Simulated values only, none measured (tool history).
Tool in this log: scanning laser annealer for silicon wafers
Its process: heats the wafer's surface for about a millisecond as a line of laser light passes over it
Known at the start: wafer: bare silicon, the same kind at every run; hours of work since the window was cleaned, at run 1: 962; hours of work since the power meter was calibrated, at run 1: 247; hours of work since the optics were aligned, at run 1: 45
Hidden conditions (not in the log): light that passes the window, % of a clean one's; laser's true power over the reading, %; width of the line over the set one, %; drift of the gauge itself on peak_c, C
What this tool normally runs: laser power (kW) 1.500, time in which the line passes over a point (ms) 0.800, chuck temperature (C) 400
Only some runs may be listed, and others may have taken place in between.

run   hour  laser power (kW)  time in which the line passes over a point (ms)  chuck temperature (C)  hours of work since the window was cleaned  hours of work since the power meter was calibrated  hours of work since the optics were aligned  highest temperature of the surface (C)
  1    0.0             1.500                                            0.800                    400                                         962                                                 247                                           45                                    1108
      25.1  -- window over the wafer cleaned
  2   29.8             1.500                                            0.800                    400                                           4                                                 268                                           66                                    1144
  3   45.2             1.500                                            0.800                    402                                          15                                                 280                                           78                                    1144
  4   79.7             1.500                                            0.800                    400                                          42                                                 307                                          105                                    1143
  5  112.1             1.500                                            0.767                    400                                          67                                                 332                                          130                                    1122
  6  136.7             1.595                                            0.800                    400                                          86                                                 351                                          149                                    1182
  7  167.6             1.595                                            0.800                    400                                         110                                                 374                                          172                                    1183
  8  201.3             1.595                                            0.800                    400                                         136                                                 400                                          198                                    1183
  9  225.9             1.595                                            0.800                    400                                         154                                                 419                                          217                                    1182
 10  255.5             1.595                                            0.800                    400                                         177                                                 442                                          240                                    1178
 11  286.1             1.500                                            0.951                    400                                         201                                                 465                                          263                                    1214
 12  302.1             1.500                                            0.800                    400                                         213                                                 478                                          276                                    1135
     310.2  -- optics aligned, line set to its width
 13  334.9             1.500                                            0.800                    400                                         234                                                 499                                           19                                    1130
 14  359.0             1.510                                            0.800                    400                                         253                                                 518                                           38                                    1134
 15  380.6             1.510                                            0.800                    400                                         270                                                 534                                           54                                    1134
 16  410.1             1.294                                            0.900                    388                                         292                                                 557                                           77                                    1066
 17  429.1             1.486                                            0.813                    425                                         307                                                 572                                           91                                    1151
 18  464.0             1.537                                            0.764                    425                                         334                                                 598                                          118                                    1149
     475.0  -- optics aligned, line set to its width, once more
 19  489.4             1.614                                            0.920                    403                                         349                                                 614                                           11                                    1252
 20  506.4             1.344                                            0.665                    393                                         362                                                 627                                           24                                     983
 21  540.2             1.344                                            0.665                    393                                         388                                                 653                                           50                                     982
 22  554.4             1.597                                            0.800                    420                                         399                                                 664                                           61                                    1191
 23  572.5             1.597                                            0.800                    420                                         413                                                 678                                           75                                    1189
 24  597.4             1.376                                            0.627                    405                                         432                                                 697                                           94                                     981
 25  626.9             1.376                                            0.627                    405                                         455                                                 720                                          117                                     983
 26  649.4             1.595                                            0.800                    400                                         472                                                 737                                          134                                    1164
 27  680.0             1.471                                            0.651                    394                                         496                                                 761                                          158                                    1023
 28  714.6             1.350                                            0.744                    395                                         523                                                 787                                          184                                    1021
 29  732.9             1.329                                            0.803                    439                                         537                                                 801                                          198                                    1083

Forecast each of these 4 alternatives for the next run:
  A  749.8             1.572                                            0.972                    400                                         550                                                 814                                          211                                       ?
  B  749.8             1.380                                            0.817                    381                                         550                                                 814                                          211                                       ?
  C  749.8             1.329                                            0.897                    425                                         550                                                 814                                          211                                       ?
  D  749.8             1.462                                            0.664                    400                                         550                                                 814                                          211                                       ?

run  highest temperature of the surface (C)
  A                                    1247
  B                                    1056
  C                                    1110
  D                                    1029
With no hidden state in the tool, these same runs would have given:
run  highest temperature of the surface (C)
  A                                    1280
  B                                    1082
  C                                    1136
  D                                    1053

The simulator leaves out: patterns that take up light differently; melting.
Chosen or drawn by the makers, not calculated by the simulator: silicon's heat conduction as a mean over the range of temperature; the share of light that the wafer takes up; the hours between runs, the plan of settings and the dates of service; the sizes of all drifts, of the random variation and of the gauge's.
